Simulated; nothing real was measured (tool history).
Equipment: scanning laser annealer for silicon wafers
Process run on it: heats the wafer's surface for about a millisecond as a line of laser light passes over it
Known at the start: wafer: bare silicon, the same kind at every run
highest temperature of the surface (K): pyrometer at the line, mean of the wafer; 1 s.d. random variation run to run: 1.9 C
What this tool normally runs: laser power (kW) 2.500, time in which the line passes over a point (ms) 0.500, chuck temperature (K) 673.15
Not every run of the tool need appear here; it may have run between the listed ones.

run    hour  laser power (kW)  time in which the line passes over a point (ms)  chuck temperature (K)  highest temperature of the surface (K)
  1     0.0             2.500                                            0.500                 673.15                                 1377.15
  2    80.9             2.500                                            0.500                 673.15                                 1372.15
  3   180.1             2.500                                            0.500                 673.15                                 1366.15
      190.9  -- optics aligned, line set to its width
  4   285.9             2.500                                            0.500                 673.15                                 1374.15
  5   375.2             2.500                                            0.500                 673.15                                 1366.15
  6   429.7             2.500                                            0.500                 673.15                                 1367.15
  7   505.6             2.500                                            0.500                 712.15                                 1398.15
      528.9  -- window over the wafer cleaned
  8   589.7             2.500                                            0.500                 673.15                                 1342.15
  9   641.0             2.196                                            0.500                 673.15                                 1249.15
      688.5  -- window over the wafer cleaned, once more
 10   688.5             2.500                                            0.500                 673.15                                 1398.15
 11   765.3             2.307                                            0.444                 684.15                                 1304.15
 12   826.5             2.500                                            0.358                 638.15                                 1235.15
 13   891.4             2.180                                            0.500                 673.15                                 1286.15
 14   933.3             2.466                                            0.500                 691.15                                 1392.15
 15  1023.1             2.466                                            0.500                 691.15                                 1386.15
 16  1089.8             2.466                                            0.500                 691.15                                 1384.15
 17  1179.9             2.237                                            0.569                 695.15                                 1354.15
 18  1278.4             2.729                                            0.371                 676.15                                 1322.15
 19  1331.4             2.220                                            0.500                 697.15                                 1300.15

What if the next run were any one of these 3? Each begins from the tool's condition after run 19:
  A  1424.7             2.673                                            0.396                 655.15                                       ?
  B  1424.7             2.436                                            0.594                 673.15                                       ?
  C  1424.7             2.220                                            0.371                 697.15                                       ?

run  highest temperature of the surface (K)
  A                                 1305.15
  B                                 1402.15
  C                                 1203.15
Stripped of hidden state, with their random variation kept, the same runs would have yielded:
run  highest temperature of the surface (K)
  A                                 1347.15
  B                                 1450.15
  C                                 1237.15
